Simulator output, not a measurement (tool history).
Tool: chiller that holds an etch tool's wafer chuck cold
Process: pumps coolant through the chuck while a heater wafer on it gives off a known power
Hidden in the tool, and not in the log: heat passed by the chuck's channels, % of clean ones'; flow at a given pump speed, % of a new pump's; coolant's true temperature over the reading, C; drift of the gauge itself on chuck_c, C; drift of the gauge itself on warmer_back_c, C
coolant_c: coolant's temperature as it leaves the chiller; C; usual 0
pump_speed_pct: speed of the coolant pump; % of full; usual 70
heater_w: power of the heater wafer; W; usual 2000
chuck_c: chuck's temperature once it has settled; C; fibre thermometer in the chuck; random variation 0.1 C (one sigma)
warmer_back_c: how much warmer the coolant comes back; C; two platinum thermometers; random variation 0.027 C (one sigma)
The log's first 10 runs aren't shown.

run	hour	coolant_c	pump_speed_pct	heater_w	hours since the coolant was changed and the channels were flushed	hours since the pump was overhauled	hours since the chiller's thermometer was calibrated	chuck_c	warmer_back_c
11	524.7	8	70	2000	1202	1304	5392	30.5	5.29
12	600.1	8	70	2000	1277	1379	5467	30.6	5.21
13	638.2	8	70	2570	1315	1418	5505	37.2	6.73
14	673.1	0	89	2000	1350	1452	5540	18.9	4.16
15	738.5	0	70	2000	1416	1518	5605	22.6	5.25
16	797.7	0	70	2000	1475	1577	5665	22.7	5.22
17	853.1	0	70	2000	1530	1632	5720	22.8	5.23
18	897.5	0	71	1346	1575	1677	5764	15	3.5
19	966.8	0	71	1346	1644	1746	5834	15	3.47
20	1034.3	0	71	1346	1712	1814	5901	14.9	3.47
21	1066.8	5	92	2000	1744	1846	5934	23.6	4.06
# hour 1077.5: coolant pump overhauled
# hour 1104.6: chiller's thermometer calibrated
22	1106.8	5	92	2000	1778	28	2	24.3	4.04
23	1182.6	-6	95	2320	1854	104	78	15.9	4.55
24	1256.8	-4	65	2000	1928	178	152	20.5	5.64
25	1306.7	-10	70	1145	1978	228	202	3.4	2.98
26	1374.4	-10	70	1145	2046	296	270	3.4	3
27	1405.2	-10	70	1145	2076	327	301	3.5	3.02
28	1449.5	-10	70	1145	2121	371	345	3.4	3.04
29	1495	-10	70	1145	2166	416	390	3.3	3.02
# hour 1527.4: coolant pump overhauled, once more
30	1568.2	2	70	1145	2234	41	459	15.3	3.02
31	1625	5	92	1316	2291	98	515	17.8	2.67
32	1693	5	92	1316	2359	166	583	17.7	2.61

4 ways to go on from here, each from the tool as it stands after run 32. What would each give?
A	1765.2	5	92	1418	2431	238	656	?	?
B	1765.2	5	65	1204	2431	238	656	?	?
C	1765.2	5	92	2004	2431	238	656	?	?
D	1765.2	6	75	2902	2431	238	656	?	?

run	chuck_c	warmer_back_c
A	18.8	2.86
B	19.9	3.4
C	24.6	4.07
D	38.4	7.09
Without the tool's hidden state the same runs would have given:
run	chuck_c	warmer_back_c
A	18.1	2.82
B	19.1	3.35
C	23.6	4.02
D	36.7	7
